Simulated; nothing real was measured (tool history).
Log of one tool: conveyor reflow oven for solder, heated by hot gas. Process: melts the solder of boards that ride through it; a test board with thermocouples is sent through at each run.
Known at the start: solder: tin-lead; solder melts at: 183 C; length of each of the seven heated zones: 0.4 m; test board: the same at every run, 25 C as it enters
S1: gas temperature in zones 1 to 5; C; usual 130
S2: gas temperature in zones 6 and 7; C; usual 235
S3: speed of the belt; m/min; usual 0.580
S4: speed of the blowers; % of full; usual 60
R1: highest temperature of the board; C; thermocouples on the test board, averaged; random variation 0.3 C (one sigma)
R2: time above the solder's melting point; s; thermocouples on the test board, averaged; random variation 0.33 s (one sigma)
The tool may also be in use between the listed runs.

| run | hour | S1 | S2 | S3 | S4 | R1 | R2 |
|---|---|---|---|---|---|---|---|
| 1 | 0.0 | 130 | 235 | 0.580 | 60 | 213.0 | 54.8 |
| 2 | 71.0 | 130 | 235 | 0.580 | 60 | 212.9 | 54.3 |
| 3 | 151.5 | 130 | 235 | 0.580 | 60 | 212.8 | 54.1 |
| 4 | 207.8 | 130 | 230 | 0.580 | 60 | 208.8 | 49.9 |
| 5 | 243.8 | 130 | 234 | 0.580 | 60 | 212.0 | 53.2 |
| 6 | 299.9 | 130 | 235 | 0.580 | 60 | 212.5 | 54.6 |
| 7 | 340.2 | 130 | 235 | 0.580 | 60 | 213.1 | 54.3 |
| 8 | 420.9 | 130 | 235 | 0.580 | 60 | 213.1 | 53.6 |
| 9 | 469.2 | 130 | 245 | 0.580 | 60 | 221.1 | 61.3 |
| 10 | 533.5 | 134 | 235 | 0.580 | 60 | 213.6 | 56.4 |
| 11 | 590.6 | 130 | 235 | 0.580 | 60 | 213.0 | 53.6 |
| 12 | 625.2 | 130 | 235 | 0.580 | 60 | 213.0 | 53.5 |
| 13 | 706.6 | 130 | 235 | 0.577 | 60 | 212.9 | 54.6 |
| 14 | 765.4 | 130 | 235 | 0.577 | 60 | 213.5 | 55.0 |
| 15 | 822.3 | 130 | 235 | 0.577 | 60 | 213.1 | 54.0 |
| 16 | 884.6 | 117 | 235 | 0.691 | 69 | 205.6 | 34.4 |
| 17 | 941.0 | 145 | 234 | 0.580 | 62 | 215.5 | 62.6 |
| 18 | 986.9 | 128 | 234 | 0.485 | 51 | 214.9 | 66.7 |
| 19 | 1077.1 | 133 | 235 | 0.580 | 76 | 217.9 | 60.8 |
| 20 | 1114.0 | 133 | 235 | 0.580 | 76 | 217.6 | 60.6 |
| 21 | 1181.7 | 130 | 245 | 0.527 | 62 | 225.6 | 71.6 |
| 22 | 1247.5 | 130 | 235 | 0.580 | 87 | 219.2 | 60.8 |
| 23 | 1284.6 | 130 | 235 | 0.580 | 87 | 219.4 | 61.4 |
| 24 | 1367.7 | 116 | 235 | 0.580 | 60 | 209.8 | 46.6 |
| 25 | 1409.8 | 116 | 235 | 0.602 | 60 | 207.8 | 43.4 |
| 26 | 1481.9 | 142 | 226 | 0.637 | 89 | 210.9 | 53.3 |
| 27 | 1545.7 | 130 | 235 | 0.580 | 60 | 212.9 | 54.0 |
| 28 | 1616.0 | 145 | 245 | 0.566 | 60 | 225.2 | 71.1 |
| 29 | 1673.0 | 120 | 241 | 0.562 | 50 | 212.9 | 52.3 |
| 30 | 1721.7 | 120 | 241 | 0.562 | 50 | 213.2 | 52.1 |

Taken out of this log: 5 entries between the listed runs. Where each belongs, and how the hidden state differs across it:
Between runs 6 and 7: belt drive overhauled, speed set with a stopwatch (hour 329.9)
  belt's true speed, % of the reading: 99.9 -> 99.99; true gas temperature in zones 6 and 7 over the reading, C: -0.01 -> -0.02
Between runs 9 and 10: flux residue cleaned out of gas plates and filters (hour 504.0)
  heat that the gas passes to the board, % of a clean oven's: 99.6 -> 100
Between runs 18 and 19: flux residue cleaned out of gas plates and filters (hour 1002.0)
  heat that the gas passes to the board, % of a clean oven's: 99.6 -> 99.9; true gas temperature in zones 6 and 7 over the reading, C: -0.04 -> -0.05
Between runs 23 and 24: thermocouples of zones 6 and 7 changed (hour 1348.5)
  heat that the gas passes to the board, % of a clean oven's: 99.7 -> 99.6; true gas temperature in zones 6 and 7 over the reading, C: -0.06 -> -0.01
Between runs 26 and 27: flux residue cleaned out of gas plates and filters (hour 1503.3)
  heat that the gas passes to the board, % of a clean oven's: 99.6 -> 99.9
